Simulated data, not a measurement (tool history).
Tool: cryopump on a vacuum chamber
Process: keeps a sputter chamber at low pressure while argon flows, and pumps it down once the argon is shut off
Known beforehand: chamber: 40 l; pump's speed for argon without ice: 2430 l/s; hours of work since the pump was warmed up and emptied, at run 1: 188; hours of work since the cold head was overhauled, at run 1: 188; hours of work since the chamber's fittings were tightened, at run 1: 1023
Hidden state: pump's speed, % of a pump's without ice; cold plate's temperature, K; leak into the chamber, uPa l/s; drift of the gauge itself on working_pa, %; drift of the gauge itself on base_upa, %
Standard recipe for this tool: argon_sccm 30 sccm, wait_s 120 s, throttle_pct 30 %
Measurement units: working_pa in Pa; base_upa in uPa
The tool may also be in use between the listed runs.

run   hour  argon_sccm  wait_s  throttle_pct  hours of work since the pump was warmed up and emptied  hours of work since the cold head was overhauled  hours of work since the chamber's fittings were tightened  working_pa  base_upa
  1      0          30     120            30                                                     188                                               188                                                       1023      0.0706      0.72
  2     21          30     120            27                                                     198                                               198                                                       1033      0.0797      0.74
  3   33.6          30     120            27                                                     204                                               204                                                       1039      0.0792      0.75
  4   43.9          30     120            38                                                     209                                               209                                                       1044      0.0572      0.76
  5     57          30     120            38                                                     216                                               216                                                       1050      0.0561      0.74
  6   76.1          30     120            38                                                     225                                               225                                                       1059      0.0554      0.73
  7   87.4          30     120            30                                                     230                                               230                                                       1065      0.0712      0.76
  8  105.6          30     120            30                                                     239                                               239                                                       1073      0.0711      0.75
  9  118.7          30     120            30                                                     245                                               245                                                       1080      0.0704      0.74
 10  138.3          30     120            30                                                     254                                               254                                                       1089      0.0711       0.8
 11  152.6          30     120            30                                                     261                                               261                                                       1096      0.0713      0.81
 12  162.5          58     120            30                                                     266                                               266                                                       1101       0.138       0.8
 13    182          58     120            30                                                     275                                               275                                                       1110      0.1369      0.82
 14  194.3          30     120            32                                                     281                                               281                                                       1116      0.0671      0.79
 15  207.1          30     120            32                                                     287                                               287                                                       1122      0.0669      0.83
 16  220.6          30     300            43                                                     294                                               294                                                       1128      0.0508       0.7
 17  240.3          34      42            31                                                     303                                               303                                                       1138      0.0779      1.13

Forecast each of these 5 alternatives for the next run:
  A  253.1          20     129            51                                                     309                                               309                                                       1144           ?         ?
  B  253.1          34      36            16                                                     309                                               309                                                       1144           ?         ?
  C  253.1          35     177            16                                                     309                                               309                                                       1144           ?         ?
  D  253.1          41      42            48                                                     309                                               309                                                       1144           ?         ?
  E  253.1          44      69            20                                                     309                                               309                                                       1144           ?         ?

run  working_pa  base_upa
  A      0.0274      0.77
  B        0.15      1.31
  C      0.1546      0.73
  D       0.063      1.17
  E      0.1554      0.91
Had the tool no hidden state, the same runs would have come out as:
run  working_pa  base_upa
  A       0.026       0.3
  B      0.1477      0.81
  C      0.1522      0.25
  D      0.0602       0.7
  E      0.1524      0.42
